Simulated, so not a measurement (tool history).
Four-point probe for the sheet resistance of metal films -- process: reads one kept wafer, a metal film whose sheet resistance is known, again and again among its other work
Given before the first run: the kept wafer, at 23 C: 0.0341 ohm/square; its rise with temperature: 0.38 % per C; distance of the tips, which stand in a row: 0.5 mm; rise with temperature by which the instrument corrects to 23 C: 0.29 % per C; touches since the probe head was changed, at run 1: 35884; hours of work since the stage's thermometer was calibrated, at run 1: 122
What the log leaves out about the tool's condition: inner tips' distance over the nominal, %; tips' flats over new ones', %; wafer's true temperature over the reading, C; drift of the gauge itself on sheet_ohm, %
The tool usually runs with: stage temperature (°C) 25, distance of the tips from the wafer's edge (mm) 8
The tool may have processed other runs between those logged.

| run | hour | stage temperature (°C) | distance of the tips from the wafer's edge (mm) | touches since the probe head was changed | hours of work since the stage's thermometer was calibrated | sheet resistance as the instrument gives it (ohm/square) |
|---|---|---|---|---|---|---|
| 1 | 0.0 | 25 | 8 | 35884 | 122 | 0.034307 |
| 2 | 66.1 | 25 | 21 | 37291 | 156 | 0.034232 |
| 3 | 155.4 | 25 | 21 | 39189 | 202 | 0.034221 |
| 4 | 226.9 | 25 | 21 | 40710 | 240 | 0.034235 |
| 5 | 373.6 | 25 | 21 | 43831 | 316 | 0.034249 |
| 6 | 485.7 | 25 | 19 | 46215 | 374 | 0.034249 |
| 7 | 559.4 | 25 | 19 | 47782 | 412 | 0.034248 |
| 8 | 678.4 | 30 | 13 | 50313 | 474 | 0.034418 |

What will run 9 give?
| 9 | 756.0 | 21 | 14 | 51963 | 514 | ? |

sheet resistance as the instrument gives it (ohm/square): 0.034144
If the tool had no hidden condition, the same run with the same run-to-run variation would have returned sheet resistance as the instrument gives it (ohm/square) 0.034057.
